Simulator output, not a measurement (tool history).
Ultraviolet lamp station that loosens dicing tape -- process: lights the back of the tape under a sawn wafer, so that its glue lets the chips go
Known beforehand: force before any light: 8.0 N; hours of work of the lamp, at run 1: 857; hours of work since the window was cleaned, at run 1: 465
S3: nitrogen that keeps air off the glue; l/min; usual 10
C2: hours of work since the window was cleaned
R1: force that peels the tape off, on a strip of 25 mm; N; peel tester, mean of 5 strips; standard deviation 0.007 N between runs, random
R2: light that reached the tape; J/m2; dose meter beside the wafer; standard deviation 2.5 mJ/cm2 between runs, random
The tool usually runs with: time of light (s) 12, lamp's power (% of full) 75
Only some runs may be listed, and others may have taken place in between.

{"run": 1, "day": 0.0, "time of light (s)": 12, "lamp's power (% of full)": 75, "S3": 10, "hours of work of the lamp": 857, "C2": 465, "R1": 0.413, "R2": 2500}
{"run": 2, "day": 2.067, "time of light (s)": 12, "lamp's power (% of full)": 75, "S3": 10, "hours of work of the lamp": 892, "C2": 501, "R1": 0.445, "R2": 2470}
{"run": 3, "day": 4.288, "time of light (s)": 12, "lamp's power (% of full)": 93, "S3": 10, "hours of work of the lamp": 930, "C2": 539, "R1": 0.257, "R2": 3080}
{"run": 4, "day": 6.183, "time of light (s)": 12, "lamp's power (% of full)": 93, "S3": 10, "hours of work of the lamp": 963, "C2": 571, "R1": 0.256, "R2": 3000}
{"day": 6.788, "done": "window cleaned of glue's vapour"}
{"run": 5, "day": 7.362, "time of light (s)": 12, "lamp's power (% of full)": 93, "S3": 10, "hours of work of the lamp": 982, "C2": 10, "R1": 0.268, "R2": 2980}
{"run": 6, "day": 10.062, "time of light (s)": 6, "lamp's power (% of full)": 75, "S3": 10, "hours of work of the lamp": 1029, "C2": 56, "R1": 1.903, "R2": 1210}
{"run": 7, "day": 12.021, "time of light (s)": 12, "lamp's power (% of full)": 67, "S3": 10, "hours of work of the lamp": 1062, "C2": 89, "R1": 0.657, "R2": 2110}
{"run": 8, "day": 14.229, "time of light (s)": 12, "lamp's power (% of full)": 67, "S3": 10, "hours of work of the lamp": 1100, "C2": 127, "R1": 0.694, "R2": 2070}
{"run": 9, "day": 15.821, "time of light (s)": 12, "lamp's power (% of full)": 75, "S3": 10, "hours of work of the lamp": 1127, "C2": 154, "R1": 0.524, "R2": 2320}
{"run": 10, "day": 18.15, "time of light (s)": 12, "lamp's power (% of full)": 75, "S3": 10, "hours of work of the lamp": 1167, "C2": 194, "R1": 0.54, "R2": 2260}
{"run": 11, "day": 20.033, "time of light (s)": 12, "lamp's power (% of full)": 75, "S3": 10, "hours of work of the lamp": 1199, "C2": 226, "R1": 0.569, "R2": 2220}
{"run": 12, "day": 22.046, "time of light (s)": 12, "lamp's power (% of full)": 75, "S3": 10, "hours of work of the lamp": 1233, "C2": 261, "R1": 0.575, "R2": 2260}
{"day": 23.421, "done": "window cleaned of glue's vapour, once more"}
{"run": 13, "day": 24.133, "time of light (s)": 24, "lamp's power (% of full)": 75, "S3": 10, "hours of work of the lamp": 1269, "C2": 12, "R1": 0.073, "R2": 4850}
{"run": 14, "day": 26.758, "time of light (s)": 12, "lamp's power (% of full)": 75, "S3": 10, "hours of work of the lamp": 1313, "C2": 57, "R1": 0.485, "R2": 2400}
{"run": 15, "day": 29.4, "time of light (s)": 12, "lamp's power (% of full)": 75, "S3": 10, "hours of work of the lamp": 1359, "C2": 102, "R1": 0.5, "R2": 2350}
{"run": 16, "day": 30.704, "time of light (s)": 12, "lamp's power (% of full)": 75, "S3": 10, "hours of work of the lamp": 1381, "C2": 124, "R1": 0.496, "R2": 2390}
{"run": 17, "day": 32.975, "time of light (s)": 12, "lamp's power (% of full)": 75, "S3": 10, "hours of work of the lamp": 1420, "C2": 163, "R1": 0.545, "R2": 2340}
{"run": 18, "day": 34.608, "time of light (s)": 12, "lamp's power (% of full)": 75, "S3": 10, "hours of work of the lamp": 1448, "C2": 191, "R1": 0.549, "R2": 2280}
{"day": 36.154, "done": "lamp changed"}
{"run": 19, "day": 36.888, "time of light (s)": 12, "lamp's power (% of full)": 75, "S3": 10, "hours of work of the lamp": 13, "C2": 229, "R1": 0.267, "R2": 2950}
{"run": 20, "day": 39.042, "time of light (s)": 12, "lamp's power (% of full)": 75, "S3": 10, "hours of work of the lamp": 49, "C2": 266, "R1": 0.269, "R2": 2940}
{"run": 21, "day": 41.7, "time of light (s)": 12, "lamp's power (% of full)": 75, "S3": 10, "hours of work of the lamp": 95, "C2": 312, "R1": 0.282, "R2": 2910}
{"run": 22, "day": 43.592, "time of light (s)": 12, "lamp's power (% of full)": 75, "S3": 10, "hours of work of the lamp": 127, "C2": 344, "R1": 0.283, "R2": 2890}
{"run": 23, "day": 45.917, "time of light (s)": 9, "lamp's power (% of full)": 75, "S3": 9, "hours of work of the lamp": 167, "C2": 384, "R1": 0.716, "R2": 2140}
{"run": 24, "day": 48.538, "time of light (s)": 12, "lamp's power (% of full)": 81, "S3": 4, "hours of work of the lamp": 212, "C2": 428, "R1": 0.657, "R2": 3040}
{"run": 25, "day": 51.146, "time of light (s)": 8, "lamp's power (% of full)": 81, "S3": 14, "hours of work of the lamp": 256, "C2": 473, "R1": 0.544, "R2": 2050}
{"run": 26, "day": 52.604, "time of light (s)": 20, "lamp's power (% of full)": 69, "S3": 13, "hours of work of the lamp": 281, "C2": 498, "R1": 0.089, "R2": 4300}
{"run": 27, "day": 54.062, "time of light (s)": 20, "lamp's power (% of full)": 69, "S3": 13, "hours of work of the lamp": 306, "C2": 523, "R1": 0.082, "R2": 4260}
{"run": 28, "day": 56.233, "time of light (s)": 15, "lamp's power (% of full)": 74, "S3": 10, "hours of work of the lamp": 343, "C2": 560, "R1": 0.187, "R2": 3390}
{"day": 57.679, "done": "window cleaned of glue's vapour"}
{"run": 29, "day": 57.838, "time of light (s)": 8, "lamp's power (% of full)": 74, "S3": 10, "hours of work of the lamp": 370, "C2": 3, "R1": 0.852, "R2": 1900}
{"run": 30, "day": 59.362, "time of light (s)": 13, "lamp's power (% of full)": 64, "S3": 11, "hours of work of the lamp": 396, "C2": 29, "R1": 0.341, "R2": 2650}
{"run": 31, "day": 60.858, "time of light (s)": 6, "lamp's power (% of full)": 88, "S3": 3, "hours of work of the lamp": 422, "C2": 54, "R1": 2.261, "R2": 1670}
{"run": 32, "day": 62.442, "time of light (s)": 7, "lamp's power (% of full)": 88, "S3": 3, "hours of work of the lamp": 449, "C2": 81, "R1": 1.877, "R2": 1950}
{"run": 33, "day": 64.346, "time of light (s)": 7, "lamp's power (% of full)": 88, "S3": 3, "hours of work of the lamp": 481, "C2": 114, "R1": 1.87, "R2": 1910}
{"run": 34, "day": 66.133, "time of light (s)": 7, "lamp's power (% of full)": 88, "S3": 14, "hours of work of the lamp": 512, "C2": 144, "R1": 0.641, "R2": 1900}
{"run": 35, "day": 67.9, "time of light (s)": 7, "lamp's power (% of full)": 88, "S3": 14, "hours of work of the lamp": 542, "C2": 175, "R1": 0.658, "R2": 1870}
{"run": 36, "day": 70.662, "time of light (s)": 24, "lamp's power (% of full)": 64, "S3": 7, "hours of work of the lamp": 589, "C2": 222, "R1": 0.109, "R2": 4720}
{"run": 37, "day": 72.617, "time of light (s)": 24, "lamp's power (% of full)": 64, "S3": 7, "hours of work of the lamp": 623, "C2": 255, "R1": 0.117, "R2": 4670}
{"run": 38, "day": 74.688, "time of light (s)": 24, "lamp's power (% of full)": 64, "S3": 7, "hours of work of the lamp": 658, "C2": 291, "R1": 0.115, "R2": 4650}
{"run": 39, "day": 76.796, "time of light (s)": 12, "lamp's power (% of full)": 64, "S3": 6, "hours of work of the lamp": 694, "C2": 327, "R1": 0.87, "R2": 2310}
{"run": 40, "day": 79.1, "time of light (s)": 12, "lamp's power (% of full)": 89, "S3": 6, "hours of work of the lamp": 733, "C2": 366, "R1": 0.384, "R2": 3180}
{"run": 41, "day": 81.475, "time of light (s)": 16, "lamp's power (% of full)": 92, "S3": 3, "hours of work of the lamp": 774, "C2": 407, "R1": 0.354, "R2": 4310}
{"run": 42, "day": 82.912, "time of light (s)": 16, "lamp's power (% of full)": 92, "S3": 3, "hours of work of the lamp": 798, "C2": 431, "R1": 0.352, "R2": 4230}

Below are 5 alternative next runs, each starting from the tool's condition after run 42. Predict each:
{"run": "A", "day": 84.842, "time of light (s)": 8, "lamp's power (% of full)": 92, "S3": 4, "hours of work of the lamp": 831, "C2": 464, "R1": "?", "R2": "?"}
{"run": "B", "day": 84.842, "time of light (s)": 11, "lamp's power (% of full)": 67, "S3": 5, "hours of work of the lamp": 831, "C2": 464, "R1": "?", "R2": "?"}
{"run": "C", "day": 84.842, "time of light (s)": 13, "lamp's power (% of full)": 75, "S3": 14, "hours of work of the lamp": 831, "C2": 464, "R1": "?", "R2": "?"}
{"run": "D", "day": 84.842, "time of light (s)": 23, "lamp's power (% of full)": 77, "S3": 6, "hours of work of the lamp": 831, "C2": 464, "R1": "?", "R2": "?"}
{"run": "E", "day": 84.842, "time of light (s)": 12, "lamp's power (% of full)": 92, "S3": 3, "hours of work of the lamp": 831, "C2": 464, "R1": "?", "R2": "?"}

run=A R1=1.34 R2=2120
run=B R1=1.126 R2=2100
run=C R1=0.224 R2=2790
run=D R1=0.099 R2=5030
run=E R1=0.782 R2=3170
What these runs would have given with no unlogged condition in the tool:
run=A R1=0.971 R2=2520
run=B R1=0.792 R2=2500
run=C R1=0.135 R2=3320
run=D R1=0.069 R2=5980
run=E R1=0.519 R2=3760
